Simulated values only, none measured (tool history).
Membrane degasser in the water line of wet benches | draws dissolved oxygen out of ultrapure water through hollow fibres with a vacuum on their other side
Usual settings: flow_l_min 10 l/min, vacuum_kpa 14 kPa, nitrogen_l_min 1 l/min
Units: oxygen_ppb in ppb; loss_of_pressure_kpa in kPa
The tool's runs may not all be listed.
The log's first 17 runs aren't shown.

run	hour	flow_l_min	vacuum_kpa	nitrogen_l_min	hours since the membrane was changed	hours since the vacuum gauge was calibrated	hours since the vacuum lines were made tight	oxygen_ppb	loss_of_pressure_kpa
18	3031.5	9	22.9	0.68	12125	5794	3576	576.3	28.95
19	3261.6	9	14.9	1.04	12355	6024	3806	240.2	28.64
20	3418.2	7	9.5	1.3	12511	6181	3962	81.1	22.4
21	3662.4	7	9.5	0.79	12756	6425	4206	132	22.42
22	3922.5	9	13.3	1	13016	6685	4467	212.1	28.85
23	4038.1	10	25.4	1.27	13131	6801	4582	406	31.89
# hour 4057: vacuum gauge calibrated
24	4304.9	6	25.4	1.83	13398	248	4849	179.4	19.23
25	4436	6	25.4	1.83	13529	379	4980	175.1	19.42
# hour 4487.1: gauge calibrated
26	4572.1	6	25.4	1.83	13665	515	5116	177.1	18.82
27	4855.7	10	14.8	1	13948	799	5399	271.3	31.43
28	5122.1	11	14	0.45	14215	1065	5666	540.9	34.67

Run 29 comes next. What will it give?
# hour 5185.4: membrane cartridge changed
29	5401.7	9	10.5	0.47	216	1341	5941	?	?

Run 29 gave oxygen_ppb 309.7 ppb, loss_of_pressure_kpa 28.17 kPa.
Without the tool's hidden state the same run would have given oxygen_ppb 309.5 ppb, loss_of_pressure_kpa 28.01 kPa.
